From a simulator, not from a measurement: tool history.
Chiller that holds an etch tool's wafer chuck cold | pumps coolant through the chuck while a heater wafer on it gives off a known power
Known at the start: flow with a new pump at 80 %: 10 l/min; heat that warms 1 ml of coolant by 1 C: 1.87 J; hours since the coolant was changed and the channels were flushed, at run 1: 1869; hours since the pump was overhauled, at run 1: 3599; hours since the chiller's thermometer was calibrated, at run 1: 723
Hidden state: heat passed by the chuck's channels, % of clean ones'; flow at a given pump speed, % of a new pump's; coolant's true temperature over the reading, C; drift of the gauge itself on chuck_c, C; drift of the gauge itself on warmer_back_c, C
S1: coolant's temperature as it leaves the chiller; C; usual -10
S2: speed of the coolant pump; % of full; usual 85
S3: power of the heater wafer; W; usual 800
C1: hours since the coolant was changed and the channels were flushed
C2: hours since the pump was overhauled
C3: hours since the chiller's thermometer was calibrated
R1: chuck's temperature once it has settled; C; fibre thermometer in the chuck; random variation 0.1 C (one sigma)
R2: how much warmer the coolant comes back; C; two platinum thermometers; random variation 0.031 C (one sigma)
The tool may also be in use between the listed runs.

run 1 hour=0.0 | S1=-10 S2=85 S3=800 | C1=1869 C2=3599 C3=723 | R1=-4.6 R2=2.56
run 2 hour=37.6 | S1=-10 S2=85 S3=800 | C1=1907 C2=3637 C3=761 | R1=-4.7 R2=2.54
run 3 hour=97.1 | S1=-10 S2=85 S3=800 | C1=1966 C2=3696 C3=821 | R1=-4.7 R2=2.57
run 4 hour=179.6 | S1=-10 S2=98 S3=800 | C1=2049 C2=3779 C3=903 | R1=-5.1 R2=2.17
run 5 hour=269.1 | S1=-10 S2=98 S3=800 | C1=2138 C2=3868 C3=993 | R1=-5.0 R2=2.16
run 6 hour=306.8 | S1=-10 S2=98 S3=800 | C1=2176 C2=3906 C3=1030 | R1=-5.3 R2=2.20
run 7 hour=397.1 | S1=-6 S2=85 S3=800 | C1=2266 C2=3996 C3=1121 | R1=-0.7 R2=2.52
run 8 hour=469.9 | S1=-6 S2=85 S3=800 | C1=2339 C2=4069 C3=1193 | R1=-0.5 R2=2.52
run 9 hour=526.9 | S1=-15 S2=85 S3=608 | C1=2396 C2=4126 C3=1250 | R1=-10.8 R2=1.97
-- hour=540.2 coolant pump overhauled
run 10 hour=607.8 | S1=-15 S2=85 S3=608 | C1=2472 C2=68 C3=1326 | R1=-10.9 R2=2.01
run 11 hour=667.5 | S1=-15 S2=85 S3=608 | C1=2532 C2=127 C3=1386 | R1=-11.0 R2=2.04
run 12 hour=713.7 | S1=-15 S2=71 S3=957 | C1=2578 C2=173 C3=1432 | R1=-7.7 R2=3.86
run 13 hour=770.5 | S1=-10 S2=100 S3=569 | C1=2635 C2=230 C3=1489 | R1=-6.6 R2=1.59
run 14 hour=817.8 | S1=-11 S2=94 S3=1097 | C1=2682 C2=278 C3=1536 | R1=-4.0 R2=3.29
run 15 hour=856.1 | S1=-11 S2=94 S3=534 | C1=2720 C2=316 C3=1575 | R1=-7.8 R2=1.53
run 16 hour=917.6 | S1=-11 S2=94 S3=534 | C1=2782 C2=377 C3=1636 | R1=-7.6 R2=1.60

3 ways to go on from here, each from the tool as it stands after run 16. What would each give?
run A hour=970.9 | S1=-7 S2=85 S3=1015 | C1=2835 C2=431 C3=1689 | R1=? R2=?
run B hour=970.9 | S1=-1 S2=78 S3=549 | C1=2835 C2=431 C3=1689 | R1=? R2=?
run C hour=970.9 | S1=-11 S2=72 S3=534 | C1=2835 C2=431 C3=1689 | R1=? R2=?

run=A R1=0.0 R2=3.37
run=B R1=2.8 R2=1.99
run=C R1=-7.0 R2=2.11
Without the tool's hidden state the same runs would have given:
run=A R1=-0.6 R2=3.04
run=B R1=2.6 R2=1.80
run=C R1=-7.3 R2=1.91
